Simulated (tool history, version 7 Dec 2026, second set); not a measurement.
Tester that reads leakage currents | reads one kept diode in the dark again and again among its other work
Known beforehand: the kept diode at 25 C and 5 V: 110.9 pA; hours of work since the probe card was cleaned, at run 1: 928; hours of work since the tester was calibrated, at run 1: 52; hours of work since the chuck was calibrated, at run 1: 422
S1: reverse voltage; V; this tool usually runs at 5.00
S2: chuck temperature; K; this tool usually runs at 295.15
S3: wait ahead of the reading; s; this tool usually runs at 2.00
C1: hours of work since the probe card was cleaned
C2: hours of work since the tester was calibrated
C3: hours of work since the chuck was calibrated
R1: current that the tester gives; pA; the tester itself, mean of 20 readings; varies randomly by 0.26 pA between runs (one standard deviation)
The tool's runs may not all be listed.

run,hour,S1,S2,S3,C1,C2,C3,R1
1,0.0,5.00,295.15,2.00,928,52,422,91.85
2,78.8,5.00,295.15,2.00,964,88,458,92.33
3,166.9,5.00,295.15,2.00,1004,128,498,92.97
4,243.1,5.00,295.15,2.00,1038,163,533,93.13
5,321.6,5.00,295.15,2.00,1074,198,568,93.35
6,377.0,5.00,295.15,2.64,1099,223,594,93.63
7,426.2,5.00,295.15,2.64,1121,246,616,93.51
8,498.8,5.00,295.15,2.64,1154,279,649,93.93
9,587.7,5.00,295.15,2.64,1195,319,689,94.00
10,656.8,5.00,294.15,2.64,1226,350,721,87.31
11,746.2,5.00,327.15,2.00,1267,391,761,1086.41
12,801.3,1.04,295.15,2.00,1292,416,786,48.99
13,859.6,1.07,295.15,2.00,1318,443,813,49.66
14,927.4,1.07,295.15,2.00,1349,473,843,49.58
15,1013.4,1.07,295.15,2.00,1388,512,883,50.01
# hour 1039.3: chuck's temperature calibrated
16,1055.3,1.07,295.15,2.00,1406,530,7,48.91
17,1103.2,1.07,300.15,2.00,1428,552,29,74.07
18,1191.0,1.07,300.15,2.56,1468,592,69,74.12
19,1248.0,3.35,310.15,7.60,1494,618,95,263.03
20,1307.3,3.35,310.15,7.60,1521,645,122,262.38
21,1359.4,8.39,303.15,2.00,1544,669,145,223.93
22,1398.4,1.40,324.15,1.16,1562,686,163,525.63
23,1463.6,1.40,324.15,1.16,1592,716,193,525.58
24,1542.9,1.40,327.15,1.16,1628,752,229,650.08
25,1579.3,1.40,327.15,1.16,1644,768,245,652.94
26,1664.6,1.40,327.15,1.16,1683,807,284,655.94
27,1743.4,1.40,327.15,1.16,1719,843,320,652.59
28,1785.0,1.40,327.15,1.16,1737,862,339,651.95
29,1859.7,1.40,327.15,0.38,1771,896,372,658.68
30,1940.9,3.69,330.15,2.00,1808,933,409,1194.91
31,1994.7,1.30,319.15,2.00,1833,957,434,361.14
32,2032.4,1.24,319.15,9.60,1850,974,451,353.92
33,2113.8,1.24,319.15,9.60,1887,1011,488,354.65
34,2167.0,1.24,303.15,0.83,1911,1035,512,103.53
35,2211.9,7.65,324.15,2.00,1931,1056,532,1058.99
36,2258.8,7.65,295.15,3.10,1953,1077,554,120.56

What differs in the tool's unlogged condition from the final listed run ahead of each entry between runs to the first listed run following it?
Logged between run 15 and run 16: chuck's temperature calibrated (hour 1039.3)
  stray current of the dirty probe card, pA a volt: 1.214 -> 1.23; current scale over the true one, %: 0.19 -> 0.2; true chuck temperature over the reading, C: 0.47 -> 0.2
  difference, measured minus the result without the unlogged condition, R1: +3.32 -> +2.20 pA
